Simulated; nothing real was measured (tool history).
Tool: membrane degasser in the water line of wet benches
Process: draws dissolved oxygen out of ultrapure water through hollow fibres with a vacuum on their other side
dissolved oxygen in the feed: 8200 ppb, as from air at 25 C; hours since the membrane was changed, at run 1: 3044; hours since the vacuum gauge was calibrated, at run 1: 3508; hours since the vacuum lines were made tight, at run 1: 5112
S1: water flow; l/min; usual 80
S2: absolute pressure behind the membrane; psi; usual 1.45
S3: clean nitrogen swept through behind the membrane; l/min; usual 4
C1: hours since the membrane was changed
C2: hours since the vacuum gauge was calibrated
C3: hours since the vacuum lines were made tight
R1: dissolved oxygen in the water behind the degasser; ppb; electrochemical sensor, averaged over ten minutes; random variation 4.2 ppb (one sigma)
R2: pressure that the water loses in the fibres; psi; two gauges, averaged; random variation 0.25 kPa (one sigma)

run,hour,S1,S2,S3,C1,C2,C3,R1,R2
1,0,80,1.45,4,3044,3508,5112,492.4,9.438
2,79.2,80,1.45,4,3123,3587,5192,494,9.439
3,126.8,80,1.45,4,3171,3635,5239,494.6,9.411
4,178.3,91,1.45,4,3222,3686,5291,560.5,10.733
5,233.3,91,1.45,4,3277,3741,5346,555.1,10.662
6,287.9,80,1.12,4,3332,3796,5400,398.3,9.391
7,325,80,1.45,4,3369,3833,5437,477.8,9.423
8,368.9,70,1.45,4,3413,3877,5481,422.7,8.228
9,445.3,70,1.45,4,3489,3953,5558,423.7,8.298
10,490.6,70,1.45,4,3535,3999,5603,422.5,8.285
11,556.1,70,1.45,4,3600,4064,5668,421.6,8.225
12,626.7,70,1.45,4,3671,4135,5739,422.3,8.282
13,678.8,70,1.45,4,3723,4187,5791,429.1,8.247
14,742.3,86,1.45,4,3786,4250,5855,541.4,10.153
15,821.5,80,1.45,4,3866,4330,5934,489.3,9.427
16,899.5,80,1.45,4,3943,4408,6012,488.6,9.504
17,968.7,51,1.07,3.13,4013,4477,6081,247.6,6.009
18,1027.4,80,0.91,4,4071,4536,6140,336.4,9.381
19,1082.7,83,1.03,4,4127,4591,6195,392.3,9.786
20,1156.9,98,1.45,9.77,4201,4665,6269,434,11.52
21,1195.9,89,2.6,1.68,4240,4704,6308,1470.9,10.576
22,1269.3,48,1.45,4,4313,4777,6382,270.5,5.671
23,1347.5,90,2.07,2.76,4392,4856,6460,918.8,10.646
24,1397.3,83,2.13,2.9,4441,4905,6510,849.3,9.809
25,1455.2,83,2.13,2.9,4499,4963,6568,839.4,9.797
26,1502.4,49,1,11.38,4546,5011,6615,127.5,5.748
27,1578.6,93,2.74,7.89,4623,5087,6691,657.8,10.971
28,1648.5,56,3.25,4.72,4692,5157,6761,605.3,6.656
29,1686.2,65,3.03,2.75,4730,5194,6799,955.6,7.62
# hour 1728.6: vacuum gauge calibrated
30,1757.7,55,2,4,4801,29,6870,427.9,6.469
31,1800.7,76,2,1.71,4844,72,6913,997.7,8.95
32,1869.3,68,1.04,7.05,4913,141,6981,250.7,7.944

3 ways to go on from here, each from the tool as it stands after run 32. What would each give?
A,1922.5,51,0.88,2.69,4966,194,7034,?,?
B,1922.5,68,1.04,6.55,4966,194,7034,?,?
C,1922.5,118,1.48,4,4966,194,7034,?,?

run,R1,R2
A,217.4,6
B,259.5,7.97
C,735.3,13.932
Without the tool's hidden state the same runs would have given:
run,R1,R2
A,217.2,5.997
B,259.2,7.965
C,734.8,13.925
